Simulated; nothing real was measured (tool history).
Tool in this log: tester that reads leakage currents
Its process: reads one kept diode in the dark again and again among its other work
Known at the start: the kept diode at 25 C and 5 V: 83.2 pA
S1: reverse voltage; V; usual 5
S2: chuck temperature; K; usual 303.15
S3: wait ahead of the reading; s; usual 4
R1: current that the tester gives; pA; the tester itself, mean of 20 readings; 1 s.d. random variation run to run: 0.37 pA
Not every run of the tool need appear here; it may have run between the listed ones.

run     day    S1      S2    S3      R1
  1       0     5  303.15     4   121.4
  2   1.408     5  303.15     4  120.88
  3   4.112     5  327.15     4   622.7
  4   5.933     5  303.15     4  121.04
  5   7.654     5  303.15  4.26  121.42
  6  10.183     5  303.15  4.26  121.29
  7  11.992  8.29  303.15  0.39   160.6
  8  14.267   6.6  303.15     4  140.92
  9  16.596  1.82  325.15  7.05  319.23
 10  17.842  1.82  325.15  7.05  318.91
 11  19.233  7.06  301.15  0.71   126.6
 12  21.421  9.82  307.15  1.25  232.93

Table of differences, measured result less the result of that run with no hidden state. Run-to-run variation is the same in both. Gauge scatter possibly is not:
What the log doesn't record here: stray current of the dirty probe card, pA a volt; current scale over the true one, %; true chuck temperature over the reading, C; drift of the gauge itself on leakage_pa, %.
run     R1
  1  -0.05
  2  -0.06
  3  -0.68
  4  -0.06
  5  -0.07
  6  -0.08
  7  -0.06
  8  -0.08
  9  -0.45
 10  -0.47
 11  -0.05
 12  -0.17

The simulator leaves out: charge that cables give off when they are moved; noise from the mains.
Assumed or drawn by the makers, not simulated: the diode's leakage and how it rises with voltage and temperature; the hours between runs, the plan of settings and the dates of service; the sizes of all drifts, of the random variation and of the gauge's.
